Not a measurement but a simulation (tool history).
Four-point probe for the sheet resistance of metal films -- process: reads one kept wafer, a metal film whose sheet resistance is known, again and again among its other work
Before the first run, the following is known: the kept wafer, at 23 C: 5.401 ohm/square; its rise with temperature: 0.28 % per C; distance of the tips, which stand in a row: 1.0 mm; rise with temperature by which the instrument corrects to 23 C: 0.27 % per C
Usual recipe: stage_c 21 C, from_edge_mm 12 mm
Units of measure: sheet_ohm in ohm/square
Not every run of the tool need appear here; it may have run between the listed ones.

run 1 day=0 | stage_c=21 from_edge_mm=12 | sheet_ohm=5.42198
run 2 day=1.421 | stage_c=21 from_edge_mm=12 | sheet_ohm=5.423185
run 3 day=2.35 | stage_c=21 from_edge_mm=12 | sheet_ohm=5.422132
run 4 day=3.162 | stage_c=21 from_edge_mm=33 | sheet_ohm=5.403457
run 5 day=4.038 | stage_c=21 from_edge_mm=33 | sheet_ohm=5.405259
run 6 day=4.9 | stage_c=21 from_edge_mm=33 | sheet_ohm=5.405056
run 7 day=5.812 | stage_c=21 from_edge_mm=33 | sheet_ohm=5.404399
run 8 day=6.504 | stage_c=21 from_edge_mm=33 | sheet_ohm=5.40464
run 9 day=7.683 | stage_c=33 from_edge_mm=12 | sheet_ohm=5.427143
run 10 day=9.062 | stage_c=33 from_edge_mm=12 | sheet_ohm=5.424418
run 11 day=9.804 | stage_c=33 from_edge_mm=12 | sheet_ohm=5.426434
run 12 day=10.608 | stage_c=21 from_edge_mm=8 | sheet_ohm=5.44386
run 13 day=11.425 | stage_c=21 from_edge_mm=12 | sheet_ohm=5.416817
run 14 day=12.921 | stage_c=21 from_edge_mm=12 | sheet_ohm=5.418609
run 15 day=13.738 | stage_c=21 from_edge_mm=9 | sheet_ohm=5.433307
run 16 day=14.488 | stage_c=19 from_edge_mm=9 | sheet_ohm=5.433279
run 17 day=15.738 | stage_c=19 from_edge_mm=9 | sheet_ohm=5.429679
run 18 day=16.442 | stage_c=20 from_edge_mm=12 | sheet_ohm=5.416244
run 19 day=17.696 | stage_c=20 from_edge_mm=12 | sheet_ohm=5.414086
run 20 day=18.9 | stage_c=21 from_edge_mm=12 | sheet_ohm=5.415124
run 21 day=20.325 | stage_c=21 from_edge_mm=12 | sheet_ohm=5.4135
run 22 day=21.775 | stage_c=21 from_edge_mm=12 | sheet_ohm=5.415473
run 23 day=23.288 | stage_c=29 from_edge_mm=12 | sheet_ohm=5.41837
run 24 day=24.588 | stage_c=35 from_edge_mm=12 | sheet_ohm=5.41944
run 25 day=25.75 | stage_c=18 from_edge_mm=4 | sheet_ohm=5.567128
run 26 day=26.625 | stage_c=18 from_edge_mm=4 | sheet_ohm=5.567209
run 27 day=28.229 | stage_c=26 from_edge_mm=3 | sheet_ohm=5.698085
run 28 day=29.042 | stage_c=26 from_edge_mm=3 | sheet_ohm=5.699105
run 29 day=30.35 | stage_c=32 from_edge_mm=5 | sheet_ohm=5.510388
-- day=30.492 stage's thermometer calibrated
run 30 day=31.092 | stage_c=32 from_edge_mm=5 | sheet_ohm=5.510549
run 31 day=32.358 | stage_c=22 from_edge_mm=11 | sheet_ohm=5.414949
run 32 day=33.983 | stage_c=28 from_edge_mm=12 | sheet_ohm=5.411517
run 33 day=34.9 | stage_c=22 from_edge_mm=18 | sheet_ohm=5.398176
run 34 day=36.438 | stage_c=22 from_edge_mm=18 | sheet_ohm=5.39786
-- day=37.062 stage's thermometer calibrated, once more
run 35 day=37.612 | stage_c=24 from_edge_mm=9 | sheet_ohm=5.428117
run 36 day=39.175 | stage_c=26 from_edge_mm=38 | sheet_ohm=5.393998
run 37 day=40.012 | stage_c=19 from_edge_mm=65 | sheet_ohm=5.390364
run 38 day=40.892 | stage_c=19 from_edge_mm=3 | sheet_ohm=5.690411
run 39 day=42.138 | stage_c=22 from_edge_mm=3 | sheet_ohm=5.692605
run 40 day=43.433 | stage_c=33 from_edge_mm=16 | sheet_ohm=5.404364
run 41 day=44.567 | stage_c=26 from_edge_mm=16 | sheet_ohm=5.399861
run 42 day=45.488 | stage_c=18 from_edge_mm=27 | sheet_ohm=5.390547
run 43 day=46.683 | stage_c=21 from_edge_mm=5 | sheet_ohm=5.498398
run 44 day=47.746 | stage_c=22 from_edge_mm=11 | sheet_ohm=5.409309

Consider 4 possible next runs. They are alternatives, not a sequence: every one starts from the tool as it was left by run 44. What does each give?
run A day=48.971 | stage_c=21 from_edge_mm=25 | sheet_ohm=?
run B day=48.971 | stage_c=25 from_edge_mm=7 | sheet_ohm=?
run C day=48.971 | stage_c=26 from_edge_mm=13 | sheet_ohm=?
run D day=48.971 | stage_c=23 from_edge_mm=12 | sheet_ohm=?

run=A sheet_ohm=5.387798
run=B sheet_ohm=5.445547
run=C sheet_ohm=5.403583
run=D sheet_ohm=5.405313
Had the tool no hidden state, the same runs would have come out as:
run=A sheet_ohm=5.402613
run=B sheet_ohm=5.460499
run=C sheet_ohm=5.418427
run=D sheet_ohm=5.420168
